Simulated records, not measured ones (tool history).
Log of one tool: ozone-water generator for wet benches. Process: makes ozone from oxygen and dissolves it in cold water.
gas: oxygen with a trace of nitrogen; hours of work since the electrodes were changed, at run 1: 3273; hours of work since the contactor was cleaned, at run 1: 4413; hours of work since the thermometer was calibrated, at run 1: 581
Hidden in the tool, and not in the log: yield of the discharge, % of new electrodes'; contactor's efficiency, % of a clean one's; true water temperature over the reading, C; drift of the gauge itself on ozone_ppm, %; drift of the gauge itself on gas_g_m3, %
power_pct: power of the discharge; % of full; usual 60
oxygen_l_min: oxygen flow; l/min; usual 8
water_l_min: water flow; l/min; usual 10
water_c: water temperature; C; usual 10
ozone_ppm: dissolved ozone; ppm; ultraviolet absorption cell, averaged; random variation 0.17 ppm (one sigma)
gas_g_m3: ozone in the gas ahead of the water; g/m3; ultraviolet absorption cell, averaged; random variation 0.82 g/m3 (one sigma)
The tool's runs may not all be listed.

| run | hour | power_pct | oxygen_l_min | water_l_min | water_c | hours of work since the electrodes were changed | hours of work since the contactor was cleaned | hours of work since the thermometer was calibrated | ozone_ppm | gas_g_m3 |
|---|---|---|---|---|---|---|---|---|---|---|
| 1 | 0 | 60 | 8 | 10 | 10 | 3273 | 4413 | 581 | 21.8 | 123 |
| 2 | 80.2 | 60 | 13.97 | 10 | 10 | 3330 | 4470 | 639 | 20.3 | 97.8 |
| 3 | 145.5 | 60 | 13.97 | 10 | 10 | 3377 | 4517 | 685 | 20.3 | 96.7 |
| 4 | 220.5 | 60 | 13.97 | 10 | 10 | 3431 | 4571 | 739 | 20.3 | 96.7 |
| 5 | 311.6 | 99 | 8 | 10 | 10 | 3496 | 4636 | 805 | 30.1 | 173.5 |
| 6 | 421.2 | 99 | 8 | 10 | 10 | 3575 | 4715 | 883 | 29.9 | 170.5 |
| 7 | 469.7 | 60 | 8 | 10 | 13 | 3610 | 4750 | 918 | 20.3 | 122.3 |
| 8 | 543.1 | 60 | 8 | 10 | 13 | 3662 | 4802 | 971 | 20.3 | 122.7 |
| 9 | 607 | 60 | 8 | 10 | 13 | 3708 | 4848 | 1016 | 20.1 | 123.5 |
| 10 | 718.3 | 60 | 8 | 10 | 13 | 3788 | 4928 | 1096 | 20.2 | 123.1 |
| 11 | 808.1 | 60 | 8 | 10 | 10 | 3853 | 4993 | 1161 | 21.5 | 123 |
| 12 | 914.8 | 60 | 8 | 10 | 10 | 3929 | 5069 | 1237 | 21.4 | 122.9 |
| 13 | 1000.9 | 60 | 8 | 10 | 10 | 3991 | 5131 | 1299 | 21.5 | 123.3 |
| 14 | 1090.6 | 60 | 8 | 6 | 10 | 4055 | 5195 | 1363 | 28.2 | 121.3 |
| 15 | 1154.4 | 60 | 9.55 | 10 | 10 | 4101 | 5241 | 1409 | 21.4 | 113.2 |
| 16 | 1259.5 | 60 | 9.55 | 10 | 10 | 4176 | 5316 | 1485 | 21.2 | 113.6 |
| 17 | 1362.1 | 60 | 7.73 | 15 | 10 | 4250 | 5390 | 1558 | 16.6 | 124.6 |
| 18 | 1426.5 | 60 | 10.17 | 9 | 11 | 4296 | 5436 | 1604 | 21.2 | 108.9 |
| 19 | 1515.8 | 60 | 10.17 | 9 | 11 | 4360 | 5500 | 1668 | 21.2 | 109.4 |
| 20 | 1623.4 | 60 | 10.17 | 9 | 11 | 4437 | 5577 | 1746 | 21.6 | 110.9 |
| 21 | 1737.6 | 60 | 10.17 | 9 | 11 | 4519 | 5659 | 1827 | 21.4 | 110.5 |
|  | 1743.9 | water thermometer calibrated |
| 22 | 1847.2 | 60 | 9.02 | 10 | 6 | 4598 | 5737 | 74 | 22.9 | 115.8 |
| 23 | 1958.6 | 81 | 9.02 | 10 | 15 | 4677 | 5817 | 154 | 22.5 | 139.2 |
| 24 | 2007.9 | 42 | 9.02 | 10 | 15 | 4713 | 5853 | 189 | 15.1 | 90.7 |
| 25 | 2122.2 | 72 | 10.88 | 13 | 14 | 4795 | 5935 | 271 | 18.1 | 119.5 |
| 26 | 2216.8 | 43 | 10.88 | 13 | 17 | 4863 | 6003 | 339 | 12.1 | 86.1 |
|  | 2232.1 | water thermometer calibrated, once more |
| 27 | 2315.2 | 68 | 10.02 | 9 | 8 | 4933 | 6073 | 60 | 24.9 | 117.5 |
| 28 | 2420.2 | 40 | 4.77 | 13 | 6 | 5008 | 6148 | 135 | 14.3 | 115.5 |
| 29 | 2492.8 | 53 | 9.66 | 10 | 10 | 5060 | 6200 | 187 | 19.1 | 102 |
| 30 | 2577.1 | 49 | 9.66 | 6 | 17 | 5121 | 6261 | 247 | 19.3 | 98.4 |
| 31 | 2650.4 | 60 | 4.73 | 9 | 10 | 5173 | 6313 | 300 | 22.7 | 149.1 |
| 32 | 2740.5 | 60 | 4.73 | 9 | 10 | 5238 | 6378 | 365 | 22.9 | 149.8 |

The same runs without the tool's hidden state, with the same run-to-run variation:
| run | ozone_ppm | gas_g_m3 |
|---|---|---|
| 1 | 23.4 | 129.7 |
| 2 | 21.9 | 103.1 |
| 3 | 21.9 | 102.1 |
| 4 | 21.9 | 102.2 |
| 5 | 33.1 | 187.3 |
| 6 | 33 | 184.4 |
| 7 | 22 | 129.6 |
| 8 | 22 | 130.1 |
| 9 | 21.8 | 131 |
| 10 | 21.9 | 130.7 |
| 11 | 23.3 | 130.8 |
| 12 | 23.3 | 130.8 |
| 13 | 23.4 | 131.4 |
| 14 | 30.6 | 129.5 |
| 15 | 23.3 | 120.9 |
| 16 | 23.2 | 121.4 |
| 17 | 18.2 | 133.3 |
| 18 | 23.2 | 116.7 |
| 19 | 23.2 | 117.3 |
| 20 | 23.7 | 119 |
| 21 | 23.6 | 118.7 |
| 22 | 25.3 | 124.5 |
| 23 | 25.4 | 152.4 |
| 24 | 16.4 | 95.8 |
| 25 | 20.4 | 130.3 |
| 26 | 13.2 | 91.2 |
| 27 | 27.8 | 128 |
| 28 | 15.5 | 122.1 |
| 29 | 21.1 | 109.7 |
| 30 | 21.2 | 105.5 |
| 31 | 25.2 | 161.9 |
| 32 | 25.5 | 162.9 |
